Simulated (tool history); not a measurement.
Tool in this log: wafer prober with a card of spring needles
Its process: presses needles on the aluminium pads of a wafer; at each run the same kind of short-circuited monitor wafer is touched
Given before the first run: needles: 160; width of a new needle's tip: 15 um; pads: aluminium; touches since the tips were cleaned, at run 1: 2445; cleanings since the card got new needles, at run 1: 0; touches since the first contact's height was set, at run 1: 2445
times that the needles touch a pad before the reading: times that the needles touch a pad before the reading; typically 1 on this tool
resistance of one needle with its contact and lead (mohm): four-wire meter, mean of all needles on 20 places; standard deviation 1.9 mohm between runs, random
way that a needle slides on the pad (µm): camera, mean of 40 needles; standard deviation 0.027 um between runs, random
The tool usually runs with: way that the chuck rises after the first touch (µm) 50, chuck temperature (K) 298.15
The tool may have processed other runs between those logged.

run,day,way that the chuck rises after the first touch (µm),chuck temperature (K),times that the needles touch a pad before the reading,touches since the tips were cleaned,cleanings since the card got new needles,touches since the first contact's height was set,resistance of one needle with its contact and lead (mohm),way that a needle slides on the pad (µm)
1,0,50,298.15,1,2445,0,2445,248,7.83
# day 0.083: tips cleaned on abrasive film
2,0.283,50,298.15,2,2235,1,5562,226,7.75
# day 0.383: tips cleaned on abrasive film
# day 0.662: tips cleaned on abrasive film
3,0.671,50,298.15,1,86,3,9776,206,7.75
# day 0.958: tips cleaned on abrasive film
4,1.008,50,298.15,1,529,4,13476,223,7.73
# day 1.246: tips cleaned on abrasive film
5,1.433,50,298.15,1,2086,5,18181,245,7.7
# day 1.529: tips cleaned on abrasive film
6,1.75,50,298.15,1,2468,6,21660,250,7.67
# day 1.833: tips cleaned on abrasive film
# day 2.129: tips cleaned on abrasive film
7,2.242,50,317.15,1,1245,8,27015,240,7.68
# day 2.429: tips cleaned on abrasive film
8,2.571,50,334.15,1,1603,9,30656,246,7.7
# day 2.742: tips cleaned on abrasive film
9,2.971,50,298.15,1,2582,10,35068,252,7.65
# day 3.042: tips cleaned on abrasive film
# day 3.333: tips cleaned on abrasive film
10,3.333,50,298.15,1,0,12,38991,201,7.64
# day 3.638: tips cleaned on abrasive film
11,3.708,50,298.15,1,797,13,43124,228,7.59
# day 3.929: tips cleaned on abrasive film
12,3.954,50,300.15,1,290,14,45830,218,7.58
# day 4.229: tips cleaned on abrasive film
13,4.246,50,300.15,1,189,15,49033,209,7.59
# day 4.542: tips cleaned on abrasive film
14,4.612,50,300.15,1,763,16,53045,232,7.59
# day 4.829: tips cleaned on abrasive film
# day 5.112: tips cleaned on abrasive film
15,5.133,50,298.15,1,218,18,58750,215,7.51
# day 5.412: tips cleaned on abrasive film
16,5.621,48,298.15,1,2308,19,64127,257,7.23
# day 5.738: tips cleaned on abrasive film
# day 6.029: tips cleaned on abrasive film
17,6.083,49,345.15,3,575,21,69183,215,7.4
# day 6.192: height of the first contact set anew
# day 6.333: tips cleaned on abrasive film
18,6.421,38,341.15,3,959,22,2507,235,5.92
# day 6.629: tips cleaned on abrasive film
19,6.842,44,299.15,1,2379,23,7158,265,6.85
# day 6.921: tips cleaned on abrasive film
# day 7.212: tips cleaned on abrasive film
20,7.262,63,393.15,1,553,25,11748,232,9.81
# day 7.504: tips cleaned on abrasive film
21,7.742,63,393.15,1,2654,26,17029,251,9.79
# day 7.792: tips cleaned on abrasive film
# day 8.096: tips cleaned on abrasive film
22,8.262,43,312.15,2,1851,28,22752,239,6.61
# day 8.379: tips cleaned on abrasive film
# day 8.692: tips cleaned on abrasive film
23,8.792,38,298.15,1,1133,30,28552,265,5.88
# day 9.004: tips cleaned on abrasive film
24,9.104,50,311.15,1,1089,31,31965,239,7.68
# day 9.288: tips cleaned on abrasive film
25,9.479,48,343.15,1,2133,32,36123,261,7.37
# day 9.588: tips cleaned on abrasive film
# day 9.888: tips cleaned on abrasive film
26,10.025,66,301.15,3,1530,34,42067,207,10.12
# day 10.175: tips cleaned on abrasive film
# day 10.458: tips cleaned on abrasive film
27,10.462,42,299.15,1,47,36,46845,212,6.3
# day 10.738: tips cleaned on abrasive film
28,10.9,33,351.15,3,1813,37,51697,253,4.91
# day 11.017: tips cleaned on abrasive film
29,11.142,50,386.15,1,1394,38,54354,261,7.53
# day 11.304: tips cleaned on abrasive film
30,11.392,50,386.15,1,965,39,57055,255,7.53
# day 11.617: tips cleaned on abrasive film
31,11.808,50,354.15,2,2113,40,61658,241,7.54
# day 11.904: tips cleaned on abrasive film
# day 12.183: tips cleaned on abrasive film
32,12.183,50,354.15,2,0,42,65733,210,7.54

Each row is a separate what-if for the run after 32, all from the same tool condition, not one after another. Results?
# day 12.467: tips cleaned on abrasive film
# day 12.604: height of the first contact set anew
A,12.688,50,379.15,1,2296,43,921,?,?
# day 12.467: tips cleaned on abrasive film
# day 12.604: height of the first contact set anew
B,12.688,50,354.15,1,2296,43,921,?,?
# day 12.467: tips cleaned on abrasive film
# day 12.604: height of the first contact set anew
C,12.688,39,342.15,1,2296,43,921,?,?
# day 12.467: tips cleaned on abrasive film
# day 12.604: height of the first contact set anew
D,12.688,61,324.15,2,2296,43,921,?,?

run,resistance of one needle with its contact and lead (mohm),way that a needle slides on the pad (µm)
A,269,7.79
B,263,7.85
C,294,6.1
D,227,9.54
Without the tool's unlogged condition, the same runs would have read:
run,resistance of one needle with its contact and lead (mohm),way that a needle slides on the pad (µm)
A,216,7.79
B,209,7.85
C,209,6.1
D,203,9.54
